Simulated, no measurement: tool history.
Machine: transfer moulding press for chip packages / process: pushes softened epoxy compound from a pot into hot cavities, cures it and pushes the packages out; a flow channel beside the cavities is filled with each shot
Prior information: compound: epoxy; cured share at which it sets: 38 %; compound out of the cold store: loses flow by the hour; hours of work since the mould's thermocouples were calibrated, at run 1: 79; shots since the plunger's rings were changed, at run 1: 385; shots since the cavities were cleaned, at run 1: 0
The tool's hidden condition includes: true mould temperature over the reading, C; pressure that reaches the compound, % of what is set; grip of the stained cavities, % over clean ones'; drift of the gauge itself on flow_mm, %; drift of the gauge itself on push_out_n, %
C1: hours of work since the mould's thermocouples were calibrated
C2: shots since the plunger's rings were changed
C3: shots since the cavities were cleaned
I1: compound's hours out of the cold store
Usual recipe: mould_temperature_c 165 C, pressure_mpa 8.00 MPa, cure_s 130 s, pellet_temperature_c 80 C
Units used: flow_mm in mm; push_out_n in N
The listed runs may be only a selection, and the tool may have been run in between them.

run 1 hour=0.0 | mould_temperature_c=165 pressure_mpa=8.00 cure_s=130 pellet_temperature_c=80 | C1=79 C2=385 C3=0 | I1=36.3 | flow_mm=766 push_out_n=258
run 2 hour=34.2 | mould_temperature_c=169 pressure_mpa=8.00 cure_s=130 pellet_temperature_c=80 | C1=94 C2=608 C3=223 | I1=31.7 | flow_mm=746 push_out_n=335
run 3 hour=61.2 | mould_temperature_c=169 pressure_mpa=8.00 cure_s=130 pellet_temperature_c=80 | C1=106 C2=784 C3=399 | I1=45.3 | flow_mm=718 push_out_n=398
run 4 hour=75.7 | mould_temperature_c=169 pressure_mpa=8.00 cure_s=130 pellet_temperature_c=80 | C1=112 C2=878 C3=493 | I1=34.6 | flow_mm=747 push_out_n=433
run 5 hour=91.8 | mould_temperature_c=169 pressure_mpa=8.00 cure_s=130 pellet_temperature_c=80 | C1=119 C2=982 C3=597 | I1=30.9 | flow_mm=743 push_out_n=442
run 6 hour=108.8 | mould_temperature_c=165 pressure_mpa=8.00 cure_s=130 pellet_temperature_c=80 | C1=126 C2=1093 C3=708 | I1=10.5 | flow_mm=819 push_out_n=532
run 7 hour=133.7 | mould_temperature_c=165 pressure_mpa=8.00 cure_s=130 pellet_temperature_c=80 | C1=137 C2=1255 C3=870 | I1=23.9 | flow_mm=790 push_out_n=514
-- hour=155.6 cavities cleaned with cleaning compound and waxed
run 8 hour=165.7 | mould_temperature_c=165 pressure_mpa=8.00 cure_s=130 pellet_temperature_c=80 | C1=150 C2=1454 C3=66 | I1=26.5 | flow_mm=774 push_out_n=580
run 9 hour=195.6 | mould_temperature_c=172 pressure_mpa=8.00 cure_s=130 pellet_temperature_c=80 | C1=163 C2=1648 C3=260 | I1=45.3 | flow_mm=693 push_out_n=446
run 10 hour=212.4 | mould_temperature_c=172 pressure_mpa=8.00 cure_s=130 pellet_temperature_c=80 | C1=171 C2=1757 C3=369 | I1=15.4 | flow_mm=759 push_out_n=464
-- hour=221.9 cavities cleaned with cleaning compound and waxed, once more
run 11 hour=237.8 | mould_temperature_c=167 pressure_mpa=8.00 cure_s=130 pellet_temperature_c=80 | C1=181 C2=1913 C3=104 | I1=46.8 | flow_mm=711 push_out_n=314
run 12 hour=261.2 | mould_temperature_c=167 pressure_mpa=8.00 cure_s=130 pellet_temperature_c=80 | C1=191 C2=2065 C3=256 | I1=19.5 | flow_mm=775 push_out_n=387
run 13 hour=280.8 | mould_temperature_c=165 pressure_mpa=8.00 cure_s=130 pellet_temperature_c=87 | C1=200 C2=2193 C3=384 | I1=18.4 | flow_mm=788 push_out_n=469
run 14 hour=294.8 | mould_temperature_c=165 pressure_mpa=8.00 cure_s=130 pellet_temperature_c=87 | C1=206 C2=2284 C3=475 | I1=39.7 | flow_mm=722 push_out_n=453
run 15 hour=312.8 | mould_temperature_c=165 pressure_mpa=8.00 cure_s=130 pellet_temperature_c=87 | C1=213 C2=2401 C3=592 | I1=47.6 | flow_mm=708 push_out_n=484
run 16 hour=342.7 | mould_temperature_c=164 pressure_mpa=8.00 cure_s=130 pellet_temperature_c=86 | C1=226 C2=2596 C3=787 | I1=31.2 | flow_mm=737 push_out_n=546
run 17 hour=357.1 | mould_temperature_c=165 pressure_mpa=8.83 cure_s=160 pellet_temperature_c=80 | C1=233 C2=2689 C3=880 | I1=35.4 | flow_mm=750 push_out_n=447
-- hour=378.2 cavities cleaned with cleaning compound and waxed
run 18 hour=388.5 | mould_temperature_c=164 pressure_mpa=7.28 cure_s=160 pellet_temperature_c=80 | C1=246 C2=2884 C3=68 | I1=31.3 | flow_mm=698 push_out_n=270
run 19 hour=412.0 | mould_temperature_c=164 pressure_mpa=7.28 cure_s=160 pellet_temperature_c=81 | C1=256 C2=3037 C3=221 | I1=37.8 | flow_mm=689 push_out_n=348
run 20 hour=430.1 | mould_temperature_c=164 pressure_mpa=7.28 cure_s=117 pellet_temperature_c=81 | C1=264 C2=3155 C3=339 | I1=8.6 | flow_mm=755 push_out_n=579
run 21 hour=456.4 | mould_temperature_c=164 pressure_mpa=7.28 cure_s=117 pellet_temperature_c=81 | C1=275 C2=3326 C3=510 | I1=45.3 | flow_mm=661 push_out_n=583
run 22 hour=484.7 | mould_temperature_c=165 pressure_mpa=8.51 cure_s=138 pellet_temperature_c=80 | C1=287 C2=3510 C3=694 | I1=36.9 | flow_mm=726 push_out_n=484
run 23 hour=515.9 | mould_temperature_c=166 pressure_mpa=7.69 cure_s=112 pellet_temperature_c=75 | C1=301 C2=3713 C3=897 | I1=46.9 | flow_mm=667 push_out_n=623
run 24 hour=530.3 | mould_temperature_c=165 pressure_mpa=6.73 cure_s=112 pellet_temperature_c=75 | C1=307 C2=3807 C3=991 | I1=34.2 | flow_mm=646 push_out_n=651
-- hour=534.3 cavities cleaned with cleaning compound and waxed
run 25 hour=557.2 | mould_temperature_c=165 pressure_mpa=6.73 cure_s=112 pellet_temperature_c=74 | C1=318 C2=3972 C3=150 | I1=45.7 | flow_mm=629 push_out_n=441
run 26 hour=572.7 | mould_temperature_c=158 pressure_mpa=8.35 cure_s=149 pellet_temperature_c=82 | C1=325 C2=4073 C3=251 | I1=46.8 | flow_mm=722 push_out_n=499
-- hour=599.3 plunger's sealing rings changed
run 27 hour=605.1 | mould_temperature_c=173 pressure_mpa=7.74 cure_s=130 pellet_temperature_c=78 | C1=338 C2=37 C3=445 | I1=16.2 | flow_mm=769 push_out_n=384
run 28 hour=623.1 | mould_temperature_c=165 pressure_mpa=8.00 cure_s=143 pellet_temperature_c=89 | C1=346 C2=154 C3=562 | I1=35.5 | flow_mm=764 push_out_n=449
run 29 hour=638.9 | mould_temperature_c=165 pressure_mpa=9.56 cure_s=130 pellet_temperature_c=71 | C1=352 C2=257 C3=665 | I1=10.2 | flow_mm=927 push_out_n=520

Branching from run 29: 4 alternative next runs. What would each branch give?
run A hour=665.7 | mould_temperature_c=167 pressure_mpa=9.56 cure_s=130 pellet_temperature_c=71 | C1=364 C2=431 C3=839 | I1=16.3 | flow_mm=? push_out_n=?
run B hour=665.7 | mould_temperature_c=161 pressure_mpa=8.53 cure_s=130 pellet_temperature_c=80 | C1=364 C2=431 C3=839 | I1=19.6 | flow_mm=? push_out_n=?
run C hour=665.7 | mould_temperature_c=168 pressure_mpa=8.00 cure_s=130 pellet_temperature_c=84 | C1=364 C2=431 C3=839 | I1=13.9 | flow_mm=? push_out_n=?
run D hour=665.7 | mould_temperature_c=165 pressure_mpa=8.00 cure_s=130 pellet_temperature_c=78 | C1=364 C2=431 C3=839 | I1=26.1 | flow_mm=? push_out_n=?

run=A flow_mm=894 push_out_n=483
run=B flow_mm=859 push_out_n=680
run=C flow_mm=807 push_out_n=478
run=D flow_mm=793 push_out_n=541
Had the tool no hidden state, the same runs would have come out as:
run=A flow_mm=896 push_out_n=236
run=B flow_mm=860 push_out_n=323
run=C flow_mm=809 push_out_n=235
run=D flow_mm=795 push_out_n=267

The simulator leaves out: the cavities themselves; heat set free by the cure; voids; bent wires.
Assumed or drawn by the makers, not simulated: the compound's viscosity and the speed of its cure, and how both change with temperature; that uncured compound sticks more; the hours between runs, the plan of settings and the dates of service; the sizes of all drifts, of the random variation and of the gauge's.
